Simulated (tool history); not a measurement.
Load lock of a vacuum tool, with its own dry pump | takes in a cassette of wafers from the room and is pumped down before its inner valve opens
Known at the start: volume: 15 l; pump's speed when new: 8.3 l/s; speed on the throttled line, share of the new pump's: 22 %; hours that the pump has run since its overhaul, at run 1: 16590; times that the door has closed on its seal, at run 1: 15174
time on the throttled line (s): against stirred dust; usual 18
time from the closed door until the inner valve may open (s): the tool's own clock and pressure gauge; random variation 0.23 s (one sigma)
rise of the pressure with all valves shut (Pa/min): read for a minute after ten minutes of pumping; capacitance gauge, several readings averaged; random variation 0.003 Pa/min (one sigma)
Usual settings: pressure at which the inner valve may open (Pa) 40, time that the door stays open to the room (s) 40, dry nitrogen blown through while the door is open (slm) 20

| run | day | time on the throttled line (s) | pressure at which the inner valve may open (Pa) | time that the door stays open to the room (s) | dry nitrogen blown through while the door is open (slm) | hours that the pump has run since its overhaul | times that the door has closed on its seal | incoming humidity of the room's air, % | time from the closed door until the inner valve may open (s) | rise of the pressure with all valves shut (Pa/min) |
|---|---|---|---|---|---|---|---|---|---|---|
| 1 | 0.000 | 18 | 40 | 40 | 20 | 16590 | 15174 | 49.1 | 30.9 | 0.138 |
| 2 | 13.633 | 18 | 33 | 40 | 20 | 16917 | 15846 | 46.8 | 31.1 | 0.141 |
| 3 | 30.229 | 18 | 33 | 40 | 20 | 17315 | 16664 | 48.6 | 31.4 | 0.145 |
| 4 | 41.025 | 18 | 33 | 40 | 20 | 17574 | 17195 | 44.2 | 31.3 | 0.147 |
|  | 45.012 | dry pump taken out, an overhauled one fitted |
| 5 | 50.608 | 18 | 33 | 40 | 20 | 134 | 17655 | 45.6 | 28.8 | 0.153 |
| 6 | 63.758 | 19 | 40 | 40 | 20 | 450 | 18303 | 44.6 | 28.9 | 0.156 |
| 7 | 76.967 | 18 | 40 | 40 | 20 | 767 | 18953 | 45.1 | 27.9 | 0.163 |
| 8 | 85.079 | 18 | 40 | 40 | 24 | 962 | 19353 | 43.6 | 27.9 | 0.163 |
| 9 | 94.196 | 18 | 40 | 40 | 20 | 1180 | 19802 | 44.0 | 28.4 | 0.169 |
| 10 | 110.208 | 16 | 40 | 40 | 20 | 1565 | 20591 | 39.2 | 26.7 | 0.182 |
| 11 | 121.629 | 16 | 40 | 40 | 20 | 1839 | 21154 | 44.1 | 26.9 | 0.179 |
| 12 | 139.371 | 16 | 40 | 40 | 20 | 2265 | 22028 | 45.2 | 26.8 | 0.194 |
| 13 | 154.121 | 26 | 40 | 40 | 20 | 2619 | 22754 | 44.5 | 34.6 | 0.197 |
| 14 | 164.367 | 26 | 40 | 40 | 20 | 2864 | 23259 | 47.0 | 34.7 | 0.205 |
| 15 | 178.900 | 26 | 40 | 40 | 20 | 3213 | 23975 | 43.5 | 35.0 | 0.221 |
| 16 | 190.258 | 26 | 40 | 40 | 20 | 3486 | 24534 | 43.7 | 34.9 | 0.211 |
| 17 | 198.538 | 18 | 40 | 40 | 20 | 3685 | 24942 | 43.2 | 28.7 | 0.217 |
| 18 | 208.792 | 18 | 40 | 107 | 20 | 3931 | 25447 | 45.7 | 28.8 | 0.252 |
| 19 | 217.546 | 18 | 40 | 40 | 8 | 4141 | 25878 | 46.3 | 28.8 | 0.236 |
| 20 | 225.942 | 18 | 32 | 40 | 7 | 4342 | 26292 | 43.2 | 29.7 | 0.245 |
| 21 | 238.108 | 18 | 32 | 40 | 7 | 4634 | 26891 | 43.2 | 29.2 | 0.252 |
| 22 | 253.567 | 13 | 58 | 124 | 22 | 5005 | 27653 | 46.5 | 25.0 | 0.278 |
| 23 | 265.796 | 13 | 58 | 124 | 22 | 5299 | 28255 | 44.9 | 24.4 | 0.277 |
| 24 | 275.588 | 20 | 47 | 124 | 5 | 5534 | 28737 | 48.2 | 30.0 | 0.337 |
| 25 | 294.029 | 20 | 47 | 124 | 5 | 5976 | 29646 | 42.9 | 29.9 | 0.332 |
| 26 | 313.062 | 18 | 40 | 40 | 17 | 6433 | 30584 | 43.0 | 28.9 | 0.282 |
| 27 | 326.054 | 12 | 40 | 40 | 20 | 6745 | 31223 | 42.8 | 24.8 | 0.296 |
| 28 | 334.221 | 18 | 40 | 40 | 6 | 6941 | 31626 | 43.3 | 29.2 | 0.310 |
| 29 | 352.767 | 16 | 35 | 212 | 11 | 7386 | 32539 | 49.9 | 28.1 | 0.400 |
| 30 | 369.471 | 18 | 72 | 40 | 20 | 7787 | 33362 | 41.8 | 27.6 | 0.315 |
| 31 | 384.525 | 18 | 72 | 40 | 20 | 8148 | 34104 | 47.0 | 28.5 | 0.336 |
| 32 | 398.071 | 18 | 72 | 40 | 20 | 8473 | 34771 | 45.9 | 28.3 | 0.341 |
| 33 | 414.883 | 18 | 72 | 40 | 20 | 8877 | 35599 | 44.1 | 28.0 | 0.351 |
| 34 | 427.721 | 18 | 72 | 70 | 20 | 9185 | 36232 | 42.0 | 28.2 | 0.374 |
| 35 | 436.229 | 23 | 61 | 106 | 24 | 9389 | 36651 | 42.4 | 32.5 | 0.381 |
| 36 | 455.329 | 13 | 61 | 106 | 9 | 9848 | 37592 | 43.0 | 25.0 | 0.428 |

How the hidden state differs across the entries between the runs, from the last listed run before each to the first after it:
Between runs 4 and 5: dry pump taken out, an overhauled one fitted (day 45.012)
  pump's speed, % of a new pump's: 77.6 -> 99.6; leak at the door's seal, Pa l/s: 0.0317 -> 0.0326
  measured less the result without the state, time from the closed door until the inner valve may open (s): +3.0 -> +0.1; rise of the pressure with all valves shut (Pa/min): +0.119 -> +0.124
